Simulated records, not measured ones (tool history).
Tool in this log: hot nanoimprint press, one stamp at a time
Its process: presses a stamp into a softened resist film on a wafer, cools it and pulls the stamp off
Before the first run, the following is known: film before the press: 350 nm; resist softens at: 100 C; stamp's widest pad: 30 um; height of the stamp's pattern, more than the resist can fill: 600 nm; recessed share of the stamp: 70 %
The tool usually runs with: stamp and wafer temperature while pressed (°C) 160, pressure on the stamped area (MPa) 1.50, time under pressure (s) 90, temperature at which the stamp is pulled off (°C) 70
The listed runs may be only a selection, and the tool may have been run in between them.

run	hour	stamp and wafer temperature while pressed (°C)	pressure on the stamped area (MPa)	time under pressure (s)	temperature at which the stamp is pulled off (°C)	resist left under the stamp's widest pad (Å)	greatest force while the stamp is pulled off (N)
1	0.0	160	1.50	90	70	1926	236
2	17.2	160	1.50	90	65	1939	243
3	29.9	160	1.50	90	65	1940	245
# hour 37.6: stamp cleaned and given a new release coat
4	46.5	166	1.50	90	70	1529	205
5	59.3	166	1.69	90	70	1429	215
6	69.0	166	1.69	90	70	1447	219
7	81.9	160	1.50	90	71	1942	216
8	96.8	160	1.50	90	71	1969	221
9	107.9	160	1.50	90	71	1959	227
10	118.6	149	1.50	90	71	2817	235
11	135.3	160	1.50	90	70	1958	240
12	146.2	160	1.50	90	70	1965	233
13	159.4	160	2.26	90	70	1616	241
14	168.4	160	2.26	90	70	1636	242
# hour 181.7: stamp cleaned and given a new release coat
15	186.6	160	2.26	90	70	1628	210
# hour 190.9: plate thermocouple calibrated
16	200.7	160	2.26	90	65	1707	227
17	210.3	160	2.26	90	65	1693	226
18	219.2	162	1.45	145	65	1666	239
19	236.6	157	0.92	90	68	2707	229
20	244.0	171	0.92	90	68	1698	222
21	254.4	171	1.50	110	70	1236	229
22	265.1	160	1.47	135	75	1867	221
# hour 270.4: plate thermocouple calibrated, once more
23	285.2	160	1.47	135	75	1662	224
24	298.9	161	1.50	53	70	2101	237
25	306.1	169	1.50	53	60	1564	252
26	321.9	169	1.26	152	70	1190	252
# hour 332.2: stamp cleaned and given a new release coat
27	343.5	161	1.31	137	56	1708	231
28	352.9	161	1.31	137	56	1709	242
29	360.8	161	1.31	137	56	1687	230
30	369.7	169	1.18	102	59	1426	237

Alternative continuations, all from the tool just after run 30; predict every row:
A	385.3	170	1.18	102	59	?	?
B	385.3	169	1.18	102	70	?	?
C	385.3	160	1.17	46	70	?	?
D	385.3	154	1.50	62	60	?	?

run	resist left under the stamp's widest pad (Å)	greatest force while the stamp is pulled off (N)
A	1374	238
B	1446	223
C	2530	217
D	2622	233
Take away the tool's hidden state, keep each run's random variation, and the runs would have read:
run	resist left under the stamp's widest pad (Å)	greatest force while the stamp is pulled off (N)
A	1340	224
B	1411	209
C	2488	204
D	2573	219
